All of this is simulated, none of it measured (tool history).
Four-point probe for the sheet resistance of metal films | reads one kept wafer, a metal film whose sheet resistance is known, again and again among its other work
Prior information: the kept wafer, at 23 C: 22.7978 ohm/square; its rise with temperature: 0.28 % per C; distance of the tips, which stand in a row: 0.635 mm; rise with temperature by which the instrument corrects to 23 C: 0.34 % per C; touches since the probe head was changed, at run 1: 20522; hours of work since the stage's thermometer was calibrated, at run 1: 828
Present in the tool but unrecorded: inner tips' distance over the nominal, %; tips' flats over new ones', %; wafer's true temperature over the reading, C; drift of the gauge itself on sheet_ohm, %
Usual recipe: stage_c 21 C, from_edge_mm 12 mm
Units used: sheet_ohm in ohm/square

| run | hour | stage_c | from_edge_mm | touches since the probe head was changed | hours of work since the stage's thermometer was calibrated | sheet_ohm |
|---|---|---|---|---|---|---|
| 1 | 0 | 21 | 12 | 20522 | 828 | 22.890048 |
| 2 | 21.3 | 21 | 12 | 21242 | 841 | 22.874538 |
| 3 | 40.6 | 30 | 12 | 21892 | 852 | 22.768475 |
| 4 | 56.4 | 21 | 12 | 22426 | 862 | 22.873994 |
| 5 | 74.4 | 21 | 12 | 23035 | 873 | 22.886438 |
| 6 | 90.9 | 21 | 8 | 23592 | 883 | 22.933825 |
| 7 | 111.5 | 21 | 8 | 24291 | 895 | 22.92614 |
| 8 | 138.3 | 21 | 8 | 25195 | 911 | 22.924558 |
| 9 | 173.5 | 21 | 8 | 26383 | 933 | 22.924372 |
| 10 | 198.5 | 21 | 12 | 27229 | 948 | 22.887716 |
| 11 | 233.8 | 21 | 12 | 28420 | 969 | 22.890333 |
| 12 | 256.8 | 30 | 12 | 29198 | 983 | 22.766881 |
| 13 | 285.6 | 30 | 12 | 30170 | 1000 | 22.767052 |
| 14 | 315 | 30 | 12 | 31165 | 1018 | 22.782812 |
| 15 | 350.3 | 30 | 12 | 32357 | 1040 | 22.776034 |
| 16 | 367.8 | 30 | 12 | 32949 | 1050 | 22.769989 |
| 17 | 390.2 | 30 | 12 | 33706 | 1064 | 22.784288 |
| 18 | 420.9 | 29 | 42 | 34742 | 1082 | 22.761852 |
| 19 | 445.5 | 33 | 12 | 35575 | 1097 | 22.745727 |
| 20 | 471.1 | 24 | 4 | 36439 | 1113 | 23.127392 |
| 21 | 501.3 | 34 | 16 | 37459 | 1131 | 22.712775 |
| 22 | 520.2 | 26 | 5 | 38100 | 1142 | 23.000024 |
| 23 | 554.3 | 20 | 30 | 39251 | 1163 | 22.883174 |
| 24 | 573 | 22 | 3 | 39882 | 1174 | 23.394979 |

How would selected steps in sheet_ohm from run to run divide? Give the signed amount a tool lacking its hidden state would still show from settings, what came in and random variation, and the signed amount left for the hidden state, including any gauge scatter that is not in both of the compared results.
Run 14 -> 15: settings left as they were, no log entry in between. sheet_ohm -0.006778 ohm/square: hidden state +0.001527, all else -0.008305.
Run 20 -> 21: stage_c 24 -> 34, from_edge_mm 4 -> 16. sheet_ohm -0.414617 ohm/square: hidden state +0.001202, all else -0.415819.
Run 23 -> 24: stage_c 20 -> 22, from_edge_mm 30 -> 3. sheet_ohm +0.511805 ohm/square: hidden state +0.001749, all else +0.510056.
